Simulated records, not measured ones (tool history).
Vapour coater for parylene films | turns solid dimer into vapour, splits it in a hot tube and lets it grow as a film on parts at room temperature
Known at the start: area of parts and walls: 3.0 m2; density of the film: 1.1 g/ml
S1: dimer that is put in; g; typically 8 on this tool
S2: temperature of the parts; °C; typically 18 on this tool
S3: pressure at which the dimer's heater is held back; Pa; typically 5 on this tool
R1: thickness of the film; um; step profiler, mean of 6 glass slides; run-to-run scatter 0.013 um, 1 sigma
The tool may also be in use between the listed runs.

| run | hour | S1 | S2 | S3 | R1 |
|---|---|---|---|---|---|
| 1 | 0 | 8 | 18 | 5 | 1.55 |
| 2 | 7.2 | 8 | 18 | 5 | 1.54 |
| 3 | 23.2 | 8 | 18 | 5 | 1.55 |
| 4 | 38.8 | 8 | 18 | 5 | 1.54 |
| 5 | 51 | 8 | 18 | 5 | 1.54 |
| 6 | 61.2 | 8 | 18 | 5 | 1.54 |
| 7 | 69 | 8 | 18 | 5 | 1.54 |
| 8 | 84.2 | 8 | 18 | 2.27 | 1.65 |
| 9 | 100.6 | 8 | 18 | 9 | 1.39 |
| 10 | 115.2 | 8 | 11 | 5 | 1.9 |
| 11 | 127.9 | 8 | 18 | 2.57 | 1.65 |
| 12 | 142.8 | 9 | 18 | 5 | 1.67 |
| 13 | 159.3 | 9 | 18 | 5 | 1.68 |
|  | 166.9 | trap's valve overhauled |
| 14 | 177.4 | 9 | 18 | 5 | 1.62 |
| 15 | 190.5 | 9 | 13 | 5 | 1.88 |
| 16 | 200.8 | 9 | 13 | 5 | 1.89 |
| 17 | 215.2 | 9 | 13 | 5 | 1.89 |
|  | 232 | trap's valve overhauled, once more |
| 18 | 235.6 | 9 | 13 | 5 | 2.16 |
| 19 | 247.6 | 9 | 13 | 5 | 2.15 |
| 20 | 257.1 | 8 | 18 | 5 | 1.61 |
| 21 | 265.7 | 8 | 18 | 5 | 1.61 |
| 22 | 278.4 | 8 | 18 | 5 | 1.61 |
| 23 | 285.9 | 8 | 18 | 5 | 1.63 |
| 24 | 298.6 | 8 | 18 | 2.14 | 1.76 |
| 25 | 307 | 8 | 12 | 2.04 | 2.2 |
| 26 | 319.1 | 7 | 11 | 5 | 1.78 |
| 27 | 325.8 | 9 | 22 | 5 | 1.55 |
| 28 | 341.6 | 10 | 18 | 6.39 | 1.91 |
| 29 | 351.4 | 10 | 18 | 6.39 | 1.91 |
| 30 | 358.1 | 10 | 18 | 6.39 | 1.89 |
| 31 | 369.9 | 11 | 10 | 3.68 | 2.93 |
| 32 | 377.9 | 6 | 20 | 2.08 | 1.23 |
| 33 | 391.3 | 6 | 20 | 2.08 | 1.22 |
| 34 | 398.5 | 6 | 20 | 2.08 | 1.21 |
| 35 | 412.8 | 12 | 20 | 5 | 2.17 |
| 36 | 428.2 | 4 | 21 | 3.47 | 0.74 |
| 37 | 443.8 | 5 | 10 | 3.47 | 1.32 |
| 38 | 457.1 | 5 | 10 | 3.47 | 1.32 |

Run 39 comes next. What will it give?
| 39 | 469.3 | 5 | 10 | 3.47 | ? |

R1: 1.3 um
With no hidden state in the tool, this same run would have given R1 1.4 um.
